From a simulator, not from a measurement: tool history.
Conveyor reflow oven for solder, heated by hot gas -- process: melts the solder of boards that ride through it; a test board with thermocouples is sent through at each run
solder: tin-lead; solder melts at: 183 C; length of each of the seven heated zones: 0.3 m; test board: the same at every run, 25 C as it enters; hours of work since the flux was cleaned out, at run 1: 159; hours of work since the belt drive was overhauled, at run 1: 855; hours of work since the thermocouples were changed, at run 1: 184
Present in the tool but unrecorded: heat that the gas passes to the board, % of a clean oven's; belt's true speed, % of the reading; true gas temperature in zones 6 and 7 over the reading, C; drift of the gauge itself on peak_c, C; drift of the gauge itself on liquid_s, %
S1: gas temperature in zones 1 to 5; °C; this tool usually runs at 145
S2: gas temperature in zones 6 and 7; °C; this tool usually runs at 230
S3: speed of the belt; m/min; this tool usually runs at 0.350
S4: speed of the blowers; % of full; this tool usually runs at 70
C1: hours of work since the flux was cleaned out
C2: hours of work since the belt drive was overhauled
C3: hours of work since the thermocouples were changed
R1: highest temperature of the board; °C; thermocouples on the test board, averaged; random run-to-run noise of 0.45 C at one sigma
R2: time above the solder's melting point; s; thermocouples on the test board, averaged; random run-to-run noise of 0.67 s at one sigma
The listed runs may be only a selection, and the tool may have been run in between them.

run	hour	S1	S2	S3	S4	C1	C2	C3	R1	R2
1	0.0	145	230	0.350	70	159	855	184	214.2	79.0
2	35.2	160	230	0.350	70	180	875	205	218.2	91.8
3	63.6	158	230	0.350	70	196	892	221	216.4	89.8
4	96.4	145	230	0.350	85	215	911	241	215.8	79.2
# hour 127.5: flux residue cleaned out of gas plates and filters
5	129.2	145	230	0.350	82	1	927	257	217.3	82.9
6	164.9	145	230	0.350	70	22	948	278	216.0	80.3
7	184.5	145	230	0.350	70	33	959	289	216.1	81.5
8	200.6	138	230	0.350	70	43	969	299	215.1	76.0
9	230.8	145	230	0.350	60	60	986	316	213.9	78.2
10	259.5	145	230	0.350	70	77	1003	333	215.2	80.1
11	293.8	145	230	0.350	70	97	1023	353	215.1	79.1
12	318.1	145	230	0.350	70	111	1037	367	215.4	79.8
13	338.1	145	230	0.350	70	123	1049	379	215.3	78.7
14	354.3	145	230	0.350	70	132	1059	388	215.5	80.6
15	379.0	145	219	0.350	70	147	1073	403	205.2	66.6
16	395.4	145	219	0.350	70	156	1083	412	204.8	67.6
17	422.0	156	219	0.350	70	172	1098	428	206.4	77.1
18	444.2	140	219	0.350	57	185	1111	441	202.0	57.6
19	473.9	145	240	0.388	70	202	1128	458	219.5	74.8
20	503.8	145	241	0.351	63	220	1146	476	221.6	86.3
# hour 527.8: flux residue cleaned out of gas plates and filters
21	536.6	145	241	0.351	63	5	1162	492	223.5	88.7
# hour 542.5: belt drive overhauled, speed set with a stopwatch
22	572.8	141	229	0.350	70	24	18	511	213.4	77.5
23	596.3	145	242	0.292	85	38	31	524	232.4	115.5
24	622.0	145	230	0.350	56	53	46	539	212.9	76.9
25	654.9	158	230	0.350	56	72	66	559	214.1	87.6
26	671.8	158	230	0.350	56	82	75	568	215.3	88.8
27	699.6	135	242	0.328	77	98	92	585	226.6	94.0
28	729.7	135	242	0.328	77	116	109	602	227.1	92.5
# hour 751.0: belt drive overhauled, speed set with a stopwatch, once more
29	756.7	133	221	0.364	75	129	3	616	203.8	55.1
30	775.5	136	222	0.342	61	140	14	627	204.8	61.3

Alternative continuations, all from the tool just after run 30; predict every row:
A	796.0	151	230	0.296	60	152	26	639	?	?
B	796.0	146	230	0.350	56	152	26	639	?	?
C	796.0	137	230	0.350	70	152	26	639	?	?
D	796.0	147	231	0.342	66	152	26	639	?	?

run	R1	R2
A	217.6	101.6
B	212.0	73.6
C	212.7	70.9
D	214.7	82.0
The same runs, with their run-to-run variation unchanged, on a tool lacking any hidden condition would have given:
run	R1	R2
A	219.8	104.0
B	214.5	76.7
C	215.4	74.3
D	217.2	84.8

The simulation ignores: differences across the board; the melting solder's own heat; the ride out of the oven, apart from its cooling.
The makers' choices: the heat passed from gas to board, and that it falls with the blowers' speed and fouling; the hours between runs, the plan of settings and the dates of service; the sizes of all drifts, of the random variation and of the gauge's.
